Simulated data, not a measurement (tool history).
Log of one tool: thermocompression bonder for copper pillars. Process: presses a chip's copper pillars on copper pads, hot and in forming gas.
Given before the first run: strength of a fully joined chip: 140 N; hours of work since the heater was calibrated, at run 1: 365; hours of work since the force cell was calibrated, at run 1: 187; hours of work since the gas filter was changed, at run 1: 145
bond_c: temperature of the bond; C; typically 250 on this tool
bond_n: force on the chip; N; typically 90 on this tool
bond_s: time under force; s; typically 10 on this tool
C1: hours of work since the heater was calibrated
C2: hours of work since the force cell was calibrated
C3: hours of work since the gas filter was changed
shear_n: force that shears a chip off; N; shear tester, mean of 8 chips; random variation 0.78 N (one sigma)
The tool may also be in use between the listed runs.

{"run": 1, "hour": 0.0, "bond_c": 250, "bond_n": 90, "bond_s": 10, "C1": 365, "C2": 187, "C3": 145, "shear_n": 71.8}
{"run": 2, "hour": 8.9, "bond_c": 250, "bond_n": 90, "bond_s": 10, "C1": 370, "C2": 192, "C3": 149, "shear_n": 70.4}
{"run": 3, "hour": 21.3, "bond_c": 250, "bond_n": 90, "bond_s": 9, "C1": 376, "C2": 198, "C3": 155, "shear_n": 69.1}
{"run": 4, "hour": 27.0, "bond_c": 250, "bond_n": 126, "bond_s": 10, "C1": 379, "C2": 201, "C3": 158, "shear_n": 94.5}
{"run": 5, "hour": 34.4, "bond_c": 250, "bond_n": 126, "bond_s": 10, "C1": 383, "C2": 205, "C3": 162, "shear_n": 93.8}
{"run": 6, "hour": 42.5, "bond_c": 250, "bond_n": 126, "bond_s": 10, "C1": 387, "C2": 209, "C3": 166, "shear_n": 95.3}
{"run": 7, "hour": 49.5, "bond_c": 250, "bond_n": 59, "bond_s": 10, "C1": 391, "C2": 212, "C3": 170, "shear_n": 45.5}
{"run": 8, "hour": 62.3, "bond_c": 250, "bond_n": 59, "bond_s": 10, "C1": 397, "C2": 219, "C3": 176, "shear_n": 47.1}
{"run": 9, "hour": 68.8, "bond_c": 250, "bond_n": 59, "bond_s": 10, "C1": 400, "C2": 222, "C3": 180, "shear_n": 45.9}
{"run": 10, "hour": 75.7, "bond_c": 250, "bond_n": 59, "bond_s": 10, "C1": 404, "C2": 226, "C3": 183, "shear_n": 45.4}
{"hour": 78.3, "done": "heater calibrated with a thermocouple chip"}
{"run": 11, "hour": 85.9, "bond_c": 250, "bond_n": 59, "bond_s": 14, "C1": 4, "C2": 230, "C3": 187, "shear_n": 53.9}
{"run": 12, "hour": 92.9, "bond_c": 248, "bond_n": 90, "bond_s": 10, "C1": 7, "C2": 233, "C3": 191, "shear_n": 71.9}
{"run": 13, "hour": 103.4, "bond_c": 250, "bond_n": 90, "bond_s": 10, "C1": 13, "C2": 239, "C3": 196, "shear_n": 73.5}
{"run": 14, "hour": 112.5, "bond_c": 250, "bond_n": 90, "bond_s": 10, "C1": 17, "C2": 243, "C3": 201, "shear_n": 71.2}
{"run": 15, "hour": 125.4, "bond_c": 221, "bond_n": 96, "bond_s": 8, "C1": 24, "C2": 250, "C3": 207, "shear_n": 46.4}
{"run": 16, "hour": 135.6, "bond_c": 240, "bond_n": 90, "bond_s": 6, "C1": 29, "C2": 255, "C3": 212, "shear_n": 53.7}
{"hour": 148.5, "done": "heater calibrated with a thermocouple chip, once more"}
{"run": 17, "hour": 150.1, "bond_c": 240, "bond_n": 90, "bond_s": 6, "C1": 1, "C2": 261, "C3": 219, "shear_n": 50.6}
{"run": 18, "hour": 156.4, "bond_c": 240, "bond_n": 90, "bond_s": 6, "C1": 4, "C2": 264, "C3": 222, "shear_n": 49.5}
{"run": 19, "hour": 167.2, "bond_c": 232, "bond_n": 127, "bond_s": 10, "C1": 9, "C2": 270, "C3": 227, "shear_n": 76.7}
{"run": 20, "hour": 175.0, "bond_c": 240, "bond_n": 74, "bond_s": 10, "C1": 13, "C2": 274, "C3": 231, "shear_n": 50.5}
{"run": 21, "hour": 183.3, "bond_c": 230, "bond_n": 125, "bond_s": 15, "C1": 18, "C2": 278, "C3": 236, "shear_n": 81.9}
{"run": 22, "hour": 192.5, "bond_c": 222, "bond_n": 56, "bond_s": 10, "C1": 22, "C2": 283, "C3": 240, "shear_n": 27.0}
{"run": 23, "hour": 201.2, "bond_c": 277, "bond_n": 90, "bond_s": 9, "C1": 27, "C2": 287, "C3": 245, "shear_n": 88.9}
{"run": 24, "hour": 210.6, "bond_c": 277, "bond_n": 90, "bond_s": 9, "C1": 31, "C2": 292, "C3": 249, "shear_n": 89.2}
{"run": 25, "hour": 222.0, "bond_c": 240, "bond_n": 123, "bond_s": 13, "C1": 37, "C2": 298, "C3": 255, "shear_n": 87.6}
{"run": 26, "hour": 230.3, "bond_c": 240, "bond_n": 123, "bond_s": 13, "C1": 41, "C2": 302, "C3": 259, "shear_n": 88.7}
{"run": 27, "hour": 242.7, "bond_c": 264, "bond_n": 56, "bond_s": 20, "C1": 48, "C2": 308, "C3": 266, "shear_n": 67.2}
{"run": 28, "hour": 248.3, "bond_c": 268, "bond_n": 116, "bond_s": 10, "C1": 51, "C2": 311, "C3": 269, "shear_n": 102.6}

Here are 4 independent what-if runs from the current tool condition. What would each one return?
{"run": "A", "hour": 254.4, "bond_c": 240, "bond_n": 90, "bond_s": 10, "C1": 54, "C2": 314, "C3": 272, "shear_n": "?"}
{"run": "B", "hour": 254.4, "bond_c": 250, "bond_n": 63, "bond_s": 29, "C1": 54, "C2": 314, "C3": 272, "shear_n": "?"}
{"run": "C", "hour": 254.4, "bond_c": 250, "bond_n": 90, "bond_s": 8, "C1": 54, "C2": 314, "C3": 272, "shear_n": "?"}
{"run": "D", "hour": 254.4, "bond_c": 232, "bond_n": 83, "bond_s": 15, "C1": 54, "C2": 314, "C3": 272, "shear_n": "?"}

run=A shear_n=60.6
run=B shear_n=71.3
run=C shear_n=65.4
run=D shear_n=57.6
Without the tool's unlogged condition, the same runs would have read:
run=A shear_n=60.9
run=B shear_n=72.1
run=C shear_n=65.9
run=D shear_n=57.9
